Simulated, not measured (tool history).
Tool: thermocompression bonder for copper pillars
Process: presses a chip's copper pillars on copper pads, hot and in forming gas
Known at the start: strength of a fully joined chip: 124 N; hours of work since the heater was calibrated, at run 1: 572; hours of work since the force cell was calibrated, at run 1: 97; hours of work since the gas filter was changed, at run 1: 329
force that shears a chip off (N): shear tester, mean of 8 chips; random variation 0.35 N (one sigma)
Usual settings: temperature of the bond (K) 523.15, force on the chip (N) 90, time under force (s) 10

run,day,temperature of the bond (K),force on the chip (N),time under force (s),hours of work since the heater was calibrated,hours of work since the force cell was calibrated,hours of work since the gas filter was changed,force that shears a chip off (N)
1,0,523.15,90,10,572,97,329,92.1
2,0.267,523.15,90,10,575,100,332,91.5
3,0.625,523.15,90,10,579,104,337,92.2
4,0.938,523.15,90,10,583,108,340,91.7
5,1.346,523.15,90,10,588,113,345,92.3
6,1.704,523.15,90,7,592,117,349,84.1
7,2.133,523.15,90,7,597,122,355,83.8
8,2.579,523.15,90,10,602,128,360,92
9,3.012,527.15,90,10,607,133,365,95.1
# day 3.121: force cell calibrated
10,3.283,527.15,90,10,610,2,368,94.6
11,3.696,527.15,90,10,615,7,372,95
# day 4.046: force cell calibrated, once more
12,4.15,523.15,90,13,619,1,377,97.6
13,4.621,523.15,90,13,625,7,383,98.3
14,4.879,523.15,90,13,628,10,386,97.3
15,5.121,523.15,90,13,631,13,389,97.5
16,5.538,523.15,90,13,636,18,394,97.3
17,5.746,528.15,58,16,639,20,396,91.6
18,6.171,528.15,58,8,644,25,401,77.3
19,6.633,528.15,58,8,649,31,407,77
20,6.942,528.15,58,8,653,34,410,76.8
21,7.325,498.15,106,7,657,39,415,69.9
22,7.546,521.15,90,10,660,42,418,90.5

The next listed run, before its measurement:
23,7.771,523.15,79,20,663,44,420,?

{"run 23": {"force that shears a chip off (N)": 101.8}}
Without the tool's hidden state the same run would have given force that shears a chip off (N) 99.5.
